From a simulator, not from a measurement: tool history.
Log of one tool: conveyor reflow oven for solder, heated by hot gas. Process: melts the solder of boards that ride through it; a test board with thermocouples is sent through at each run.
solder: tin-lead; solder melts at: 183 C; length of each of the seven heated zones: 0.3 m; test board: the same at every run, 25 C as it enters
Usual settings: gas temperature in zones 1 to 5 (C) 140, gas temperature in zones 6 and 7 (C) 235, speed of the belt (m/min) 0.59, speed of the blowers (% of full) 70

run   hour  gas temperature in zones 1 to 5 (C)  gas temperature in zones 6 and 7 (C)  speed of the belt (m/min)  speed of the blowers (% of full)  highest temperature of the board (C)  time above the solder's melting point (s)
  1      0                                  140                                   235                       0.59                                70                                   218                                       46.6
  2    7.2                                  140                                   235                       0.59                                70                                 217.9                                       46.7
  3   15.5                                  140                                   235                       0.59                                70                                 218.2                                       46.1
  4   23.4                                  140                                   235                       0.59                                70                                 217.9                                       46.4
  5   33.8                                  140                                   235                       0.59                                70                                 217.3                                       46.4
  6   42.7                                  140                                   235                       0.59                                70                                 217.7                                       46.8
  7   54.2                                  130                                   235                       0.59                                70                                 215.5                                       42.6
  8   65.1                                  146                                   235                       0.59                                70                                 218.5                                       49.1
  9   74.2                                  140                                   235                       0.59                                70                                 216.9                                       46.5
 10   83.7                                  140                                   235                       0.59                                70                                 217.8                                       46.3
 11    100                                  140                                   245                      0.656                                70                                 222.7                                       43.4
 12  109.7                                  140                                   230                      0.656                                70                                 209.8                                       36.2
     115.5  -- flux residue cleaned out of gas plates and filters
 13    127                                  147                                   236                       0.59                                79                                 220.9                                       50.7
 14  142.9                                  147                                   236                       0.59                                79                                 221.1                                       50.8
 15  152.9                                  147                                   235                       0.59                                79                                 220.1                                       49.9
 16  167.8                                  147                                   235                       0.59                                79                                 220.5                                       50.1
 17  175.5                                  140                                   231                      0.671                                70                                 209.2                                       34.8
 18  187.2                                  140                                   246                      0.626                                85                                 227.2                                       48.3
 19  194.6                                  140                                   224                      0.626                                70                                 206.3                                       35.1

Measured less the same run without the tool's hidden state. The same run-to-run variation is in both; the gauge's scatter may not be:
The hidden state here: heat that the gas passes to the board, % of a clean oven's; belt's true speed, % of the reading; true gas temperature in zones 6 and 7 over the reading, C; drift of the gauge itself on peak_c, C; drift of the gauge itself on liquid_s, %.
run  highest temperature of the board (C)  time above the solder's melting point (s)
  1                                  +0.3                                       +0.4
  2                                  +0.3                                       +0.5
  3                                  +0.3                                       +0.4
  4                                  +0.2                                       +0.4
  5                                  +0.2                                       +0.4
  6                                  +0.2                                       +0.3
  7                                  +0.1                                       +0.3
  8                                  +0.1                                       +0.4
  9                                    +0                                       +0.3
 10                                    +0                                       +0.3
 11                                  -0.2                                       +0.2
 12                                  -0.1                                         +0
 13                                  -0.4                                         +0
 14                                  -0.5                                         +0
 15                                  -0.5                                       -0.1
 16                                  -0.5                                         +0
 17                                  -0.7                                       -0.5
 18                                  -0.9                                       -0.1
 19                                  -0.6                                       -0.6

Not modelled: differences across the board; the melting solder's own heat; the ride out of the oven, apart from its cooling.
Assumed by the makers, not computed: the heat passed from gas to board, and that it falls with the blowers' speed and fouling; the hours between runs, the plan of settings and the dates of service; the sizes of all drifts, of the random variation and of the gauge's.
